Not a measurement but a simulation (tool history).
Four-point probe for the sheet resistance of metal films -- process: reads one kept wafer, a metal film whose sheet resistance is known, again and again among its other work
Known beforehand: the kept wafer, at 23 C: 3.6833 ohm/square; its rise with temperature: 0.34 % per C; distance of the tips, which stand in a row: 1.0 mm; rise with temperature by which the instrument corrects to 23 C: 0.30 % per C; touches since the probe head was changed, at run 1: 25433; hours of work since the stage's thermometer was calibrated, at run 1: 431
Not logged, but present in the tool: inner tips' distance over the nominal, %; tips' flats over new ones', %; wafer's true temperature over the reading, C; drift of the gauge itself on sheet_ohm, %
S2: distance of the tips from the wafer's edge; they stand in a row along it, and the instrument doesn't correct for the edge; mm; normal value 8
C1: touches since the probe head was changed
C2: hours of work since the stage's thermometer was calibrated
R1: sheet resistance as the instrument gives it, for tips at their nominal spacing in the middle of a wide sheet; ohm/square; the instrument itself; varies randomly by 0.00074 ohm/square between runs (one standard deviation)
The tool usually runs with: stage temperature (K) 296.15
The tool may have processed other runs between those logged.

Run 1, hour 0.0: usual settings; C1 25433; C2 431. Result: R1 3.718935 ohm/square.
Run 2, hour 20.4: usual settings; C1 25846; C2 444. Result: R1 3.717950 ohm/square.
Run 3, hour 41.7: usual settings; C1 26277; C2 458. Result: R1 3.719633 ohm/square.
Run 4, hour 71.9: usual settings; C1 26886; C2 477. Result: R1 3.718807 ohm/square.
Run 5, hour 87.0: usual settings; C1 27192; C2 487. Result: R1 3.718204 ohm/square.
Run 6, hour 99.7: usual settings; C1 27449; C2 495. Result: R1 3.718127 ohm/square.
At hour 102.9: stage's thermometer calibrated.
Run 7, hour 121.3: usual settings; C1 27876; C2 12. Result: R1 3.720196 ohm/square.
Run 8, hour 152.3: usual settings but stage temperature (K) 292.15; C1 28503; C2 32. Result: R1 3.713264 ohm/square.
Run 9, hour 174.0: usual settings but stage temperature (K) 302.15, S2 31 mm; C1 28941; C2 46. Result: R1 3.699980 ohm/square.
At hour 190.4: stage's thermometer calibrated, once more.
Run 10, hour 200.6: usual settings but stage temperature (K) 293.15, S2 49 mm; C1 29470; C2 7. Result: R1 3.680383 ohm/square.
Run 11, hour 214.5: usual settings but stage temperature (K) 297.15, S2 67 mm; C1 29751; C2 15. Result: R1 3.684785 ohm/square.

Selected run-to-run steps in R1, each split into two signed amounts: the part the tool would show with no hidden state at all (from settings, incoming material and random variation), and the remainder, which goes to the hidden state together with any gauge scatter not common to the measured and the hidden-state-free results:
Run 9 -> 10: stage temperature (K) 302.15 -> 293.15, S2 31 -> 49, stage's thermometer calibrated, once more. R1 -0.019597 ohm/square: hidden state -0.005068, all else -0.014529.
